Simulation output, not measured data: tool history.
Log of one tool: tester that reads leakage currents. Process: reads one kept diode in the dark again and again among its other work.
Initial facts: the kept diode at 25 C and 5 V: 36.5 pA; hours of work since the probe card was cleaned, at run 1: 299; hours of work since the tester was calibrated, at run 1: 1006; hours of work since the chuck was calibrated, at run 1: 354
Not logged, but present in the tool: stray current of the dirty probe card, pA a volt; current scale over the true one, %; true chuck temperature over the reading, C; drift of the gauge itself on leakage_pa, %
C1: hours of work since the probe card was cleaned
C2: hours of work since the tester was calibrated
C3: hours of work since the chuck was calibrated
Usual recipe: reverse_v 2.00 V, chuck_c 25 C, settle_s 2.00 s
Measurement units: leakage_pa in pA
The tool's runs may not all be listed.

Run 1, day 0.000: usual settings; C1 299; C2 1006; C3 354. Result: leakage_pa 26.14 pA.
Run 2, day 2.067: usual settings; C1 326; C2 1033; C3 381. Result: leakage_pa 26.31 pA.
Run 3, day 3.383: usual settings but settle_s 1.54 s; C1 344; C2 1050; C3 398. Result: leakage_pa 26.35 pA.
Run 4, day 4.446: usual settings but settle_s 1.54 s; C1 358; C2 1064; C3 412. Result: leakage_pa 26.38 pA.
Run 5, day 6.629: usual settings but settle_s 1.54 s; C1 386; C2 1093; C3 441. Result: leakage_pa 26.44 pA.
Run 6, day 8.312: usual settings; C1 409; C2 1115; C3 463. Result: leakage_pa 26.82 pA.
Run 7, day 9.479: usual settings; C1 424; C2 1130; C3 478. Result: leakage_pa 26.88 pA.
Run 8, day 10.779: usual settings but reverse_v 12.36 V, chuck_c 54 C, settle_s 1.39 s; C1 441; C2 1148; C3 495. Result: leakage_pa 461.00 pA.
Run 9, day 12.162: usual settings but reverse_v 12.36 V, chuck_c 49 C, settle_s 0.34 s; C1 459; C2 1166; C3 514. Result: leakage_pa 334.91 pA.
Run 10, day 14.775: usual settings but reverse_v 9.81 V, chuck_c 39 C; C1 494; C2 1200; C3 548. Result: leakage_pa 152.42 pA.
Run 11, day 16.021: usual settings but reverse_v 9.81 V, chuck_c 39 C; C1 510; C2 1217; C3 565. Result: leakage_pa 154.10 pA.
Run 12, day 17.546: usual settings but settle_s 0.52 s; C1 530; C2 1237; C3 585. Result: leakage_pa 27.34 pA.
Run 13, day 18.996: usual settings but reverse_v 9.86 V, settle_s 0.48 s; C1 549; C2 1256; C3 604. Result: leakage_pa 59.32 pA.
Run 14, day 21.308: usual settings but reverse_v 1.57 V, chuck_c 48 C, settle_s 0.77 s; C1 580; C2 1286; C3 634. Result: leakage_pa 125.20 pA.

Hidden state or all else? Some run-to-run changes of leakage_pa, split into what the settings, what came in and random variation would give without the hidden state, and what is left for the hidden state (with any gauge scatter that isn't in both results):
Run 7 -> 8: reverse_v 2.00 -> 12.36, chuck_c 25 -> 54, settle_s 2.00 -> 1.39. leakage_pa +434.12 pA: hidden state +22.31, all else +411.81.
